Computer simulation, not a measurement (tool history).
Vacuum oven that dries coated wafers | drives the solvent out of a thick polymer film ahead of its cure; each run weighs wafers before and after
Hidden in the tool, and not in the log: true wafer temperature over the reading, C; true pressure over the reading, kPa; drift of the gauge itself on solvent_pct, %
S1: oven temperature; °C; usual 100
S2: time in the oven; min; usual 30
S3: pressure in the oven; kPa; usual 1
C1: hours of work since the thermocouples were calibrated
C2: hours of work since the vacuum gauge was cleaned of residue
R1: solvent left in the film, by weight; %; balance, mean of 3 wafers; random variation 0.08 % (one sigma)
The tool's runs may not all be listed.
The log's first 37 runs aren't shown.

run   hour   S1  S2    S3   C1   C2     R1
 38  701.6   94  18  3.97  333  887  13.45
 39  716.6   94  18  3.97  342  895  13.22
 40  744.4   90  21  3.85  357  911  13.65
 41  759.9   89  21  3.85  366  919   13.9
 42  787.6   89  21  3.85  381  935  14.16
 43    815  100  47  1.56  396  950    3.8
 44  830.4   98  29     1  405  958   7.21
 45  843.1   98  29     1  412  965   6.95
 46  862.3  113  23     1  422  976   4.48
 47  885.7  109  36  2.02  435  989    3.4
 48  903.3   97  37  0.55  445  999   5.22

Forecast each of these 3 alternatives for the next run:
  A  928.4  111  37  1.16  459  1012   ?
  B  928.4  110  22     1  459  1012   ?
  C  928.4  110  37   0.8  459  1012   ?

run    R1
  A  2.44
  B  5.46
  C  2.39
Without the tool's hidden state the same runs would have given:
run    R1
  A  2.43
  B  5.44
  C  2.38

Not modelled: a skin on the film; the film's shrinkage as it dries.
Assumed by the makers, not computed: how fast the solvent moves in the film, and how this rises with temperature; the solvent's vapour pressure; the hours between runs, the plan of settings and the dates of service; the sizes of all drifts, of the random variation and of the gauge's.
